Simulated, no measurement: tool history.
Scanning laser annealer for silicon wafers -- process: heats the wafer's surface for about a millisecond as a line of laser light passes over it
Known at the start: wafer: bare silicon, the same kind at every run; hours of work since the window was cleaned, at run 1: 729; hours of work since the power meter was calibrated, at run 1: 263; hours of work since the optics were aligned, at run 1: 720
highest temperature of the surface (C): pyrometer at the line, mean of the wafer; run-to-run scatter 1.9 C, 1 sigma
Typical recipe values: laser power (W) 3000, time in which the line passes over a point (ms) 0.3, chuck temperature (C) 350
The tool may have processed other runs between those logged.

run,hour,laser power (W),time in which the line passes over a point (ms),chuck temperature (C),hours of work since the window was cleaned,hours of work since the power meter was calibrated,hours of work since the optics were aligned,highest temperature of the surface (C)
1,0,3000,0.3,350,729,263,720,1115
2,28.2,3000,0.3,350,749,283,740,1117
3,58.9,3000,0.329,350,771,305,762,1141
4,98.5,2781,0.3,350,799,333,790,1042
5,139.2,2955,0.3,350,827,362,819,1095
# hour 144.8: window over the wafer cleaned
6,173.1,2955,0.3,350,20,385,841,1086
7,217.9,2955,0.3,350,52,416,873,1083
# hour 253.5: window over the wafer cleaned, once more
8,276.1,2955,0.307,357,16,456,913,1151

Forecast run 9:
9,343.1,2624,0.333,332,64,504,960,?

Run 9 measured highest temperature of the surface (C) 1039.
Minus the tool's unlogged condition, the same run would have read highest temperature of the surface (C) 1070.
